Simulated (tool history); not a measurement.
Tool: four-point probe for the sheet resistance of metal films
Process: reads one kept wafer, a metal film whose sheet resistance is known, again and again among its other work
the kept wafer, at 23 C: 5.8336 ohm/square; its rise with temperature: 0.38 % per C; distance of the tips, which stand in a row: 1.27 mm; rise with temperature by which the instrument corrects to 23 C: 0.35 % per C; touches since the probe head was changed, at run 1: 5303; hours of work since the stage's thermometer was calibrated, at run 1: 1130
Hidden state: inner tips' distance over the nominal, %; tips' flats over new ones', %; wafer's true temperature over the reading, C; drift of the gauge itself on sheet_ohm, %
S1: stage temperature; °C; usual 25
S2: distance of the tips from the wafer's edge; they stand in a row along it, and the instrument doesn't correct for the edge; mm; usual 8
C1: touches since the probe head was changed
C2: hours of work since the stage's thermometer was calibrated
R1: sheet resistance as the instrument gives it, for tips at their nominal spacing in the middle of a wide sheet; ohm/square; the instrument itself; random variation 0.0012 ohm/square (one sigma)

Run 1, hour 0.0: usual settings; C1 5303; C2 1130. Result: R1 5.916456 ohm/square.
Run 2, hour 10.6: usual settings but S1 28 °C; C1 5556; C2 1137. Result: R1 5.923514 ohm/square.
Run 3, hour 26.4: usual settings but S1 28 °C; C1 5932; C2 1148. Result: R1 5.920460 ohm/square.
Run 4, hour 37.2: usual settings but S2 28 mm; C1 6190; C2 1155. Result: R1 5.844384 ohm/square.
Run 5, hour 54.5: usual settings but S2 20 mm; C1 6601; C2 1167. Result: R1 5.849385 ohm/square.
Run 6, hour 79.9: usual settings but S2 20 mm; C1 7207; C2 1185. Result: R1 5.852666 ohm/square.
Run 7, hour 101.7: usual settings; C1 7726; C2 1200. Result: R1 5.915805 ohm/square.
Run 8, hour 119.9: usual settings but S1 20 °C; C1 8159; C2 1213. Result: R1 5.905963 ohm/square.
Run 9, hour 145.3: usual settings; C1 8765; C2 1230. Result: R1 5.913947 ohm/square.
Run 10, hour 165.1: usual settings but S1 21 °C, S2 7 mm; C1 9236; C2 1244. Result: R1 5.932600 ohm/square.
Run 11, hour 182.7: usual settings but S1 31 °C, S2 30 mm; C1 9657; C2 1256. Result: R1 5.855626 ohm/square.
Run 12, hour 199.7: usual settings but S1 31 °C, S2 30 mm; C1 10061; C2 1268. Result: R1 5.852585 ohm/square.
Run 13, hour 216.0: usual settings but S2 6 mm; C1 10450; C2 1279. Result: R1 5.973958 ohm/square.
Run 14, hour 234.9: usual settings but S2 32 mm; C1 10901; C2 1292. Result: R1 5.843046 ohm/square.
Run 15, hour 246.1: usual settings but S1 24 °C, S2 35 mm; C1 11167; C2 1300. Result: R1 5.838043 ohm/square.
Run 16, hour 271.2: usual settings but S1 19 °C, S2 20 mm; C1 11765; C2 1317. Result: R1 5.839716 ohm/square.
Run 17, hour 284.8: usual settings but S1 27 °C, S2 41 mm; C1 12091; C2 1326. Result: R1 5.844703 ohm/square.
Run 18, hour 295.7: usual settings but S1 27 °C, S2 41 mm; C1 12348; C2 1334. Result: R1 5.842762 ohm/square.

Forecast each of these 4 alternatives for the next run:
Run A, hour 313.4: usual settings but S1 21 °C, S2 30 mm; C1 12771; C2 1346. Result: R1 ?.
Run B, hour 313.4: usual settings but S1 21 °C, S2 12 mm; C1 12771; C2 1346. Result: R1 ?.
Run C, hour 313.4: usual settings but S1 20 °C, S2 3 mm; C1 12771; C2 1346. Result: R1 ?.
Run D, hour 313.4: usual settings but S2 20 mm; C1 12771; C2 1346. Result: R1 ?.

run        R1
  A  5.837141
  B  5.864922
  C  6.338315
  D  5.849304
Without the tool's hidden state the same runs would have given:
run        R1
  A  5.837326
  B  5.865108
  C  6.338516
  D  5.849488
